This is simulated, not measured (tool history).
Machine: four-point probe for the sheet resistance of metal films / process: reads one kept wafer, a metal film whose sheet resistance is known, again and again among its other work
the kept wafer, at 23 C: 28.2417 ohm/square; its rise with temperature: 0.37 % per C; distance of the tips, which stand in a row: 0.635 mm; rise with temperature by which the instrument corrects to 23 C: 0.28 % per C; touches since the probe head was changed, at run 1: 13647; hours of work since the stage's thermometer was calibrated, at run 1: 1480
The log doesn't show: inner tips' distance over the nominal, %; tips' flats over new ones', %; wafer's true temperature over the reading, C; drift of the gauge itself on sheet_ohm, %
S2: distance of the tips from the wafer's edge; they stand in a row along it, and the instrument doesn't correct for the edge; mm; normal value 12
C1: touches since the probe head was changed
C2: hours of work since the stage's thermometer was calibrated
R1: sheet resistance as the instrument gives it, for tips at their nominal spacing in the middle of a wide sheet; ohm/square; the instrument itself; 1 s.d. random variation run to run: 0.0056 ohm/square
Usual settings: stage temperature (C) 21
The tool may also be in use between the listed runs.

run 1 hour=0.0 | stage_temperature_(C)=21 S2=12 | C1=13647 C2=1480 | R1=28.232349
run 2 hour=42.0 | stage_temperature_(C)=21 S2=12 | C1=14097 C2=1500 | R1=28.231202
-- hour=50.9 stage's thermometer calibrated
run 3 hour=77.3 | stage_temperature_(C)=21 S2=12 | C1=14470 C2=13 | R1=28.226120
run 4 hour=121.6 | stage_temperature_(C)=20 S2=12 | C1=14944 C2=34 | R1=28.209508
run 5 hour=161.2 | stage_temperature_(C)=20 S2=12 | C1=15367 C2=53 | R1=28.202290
run 6 hour=188.4 | stage_temperature_(C)=23 S2=12 | C1=15658 C2=66 | R1=28.285157
run 7 hour=212.0 | stage_temperature_(C)=23 S2=12 | C1=15911 C2=78 | R1=28.287776
run 8 hour=234.7 | stage_temperature_(C)=23 S2=12 | C1=16154 C2=88 | R1=28.277342
run 9 hour=284.3 | stage_temperature_(C)=23 S2=12 | C1=16685 C2=112 | R1=28.284837
run 10 hour=323.8 | stage_temperature_(C)=23 S2=12 | C1=17108 C2=131 | R1=28.294875
run 11 hour=371.5 | stage_temperature_(C)=33 S2=31 | C1=17618 C2=154 | R1=28.511271
run 12 hour=413.7 | stage_temperature_(C)=24 S2=12 | C1=18070 C2=175 | R1=28.317614
run 13 hour=446.9 | stage_temperature_(C)=33 S2=53 | C1=18425 C2=191 | R1=28.505674
run 14 hour=480.4 | stage_temperature_(C)=29 S2=29 | C1=18784 C2=207 | R1=28.402947
run 15 hour=501.4 | stage_temperature_(C)=22 S2=3 | C1=19009 C2=217 | R1=28.882153
run 16 hour=534.3 | stage_temperature_(C)=27 S2=26 | C1=19362 C2=233 | R1=28.355471
run 17 hour=582.5 | stage_temperature_(C)=27 S2=26 | C1=19877 C2=256 | R1=28.362565
run 18 hour=624.2 | stage_temperature_(C)=27 S2=16 | C1=20323 C2=276 | R1=28.374998

3 ways to go on from here, each from the tool as it stands after run 18. What would each give?
run A hour=645.5 | stage_temperature_(C)=23 S2=24 | C1=20552 C2=286 | R1=?
run B hour=645.5 | stage_temperature_(C)=24 S2=17 | C1=20552 C2=286 | R1=?
run C hour=645.5 | stage_temperature_(C)=21 S2=4 | C1=20552 C2=286 | R1=?

run=A R1=28.248412
run=B R1=28.282528
run=C R1=28.569377
Without the tool's hidden state the same runs would have given:
run=A R1=28.246130
run=B R1=28.280243
run=C R1=28.567071

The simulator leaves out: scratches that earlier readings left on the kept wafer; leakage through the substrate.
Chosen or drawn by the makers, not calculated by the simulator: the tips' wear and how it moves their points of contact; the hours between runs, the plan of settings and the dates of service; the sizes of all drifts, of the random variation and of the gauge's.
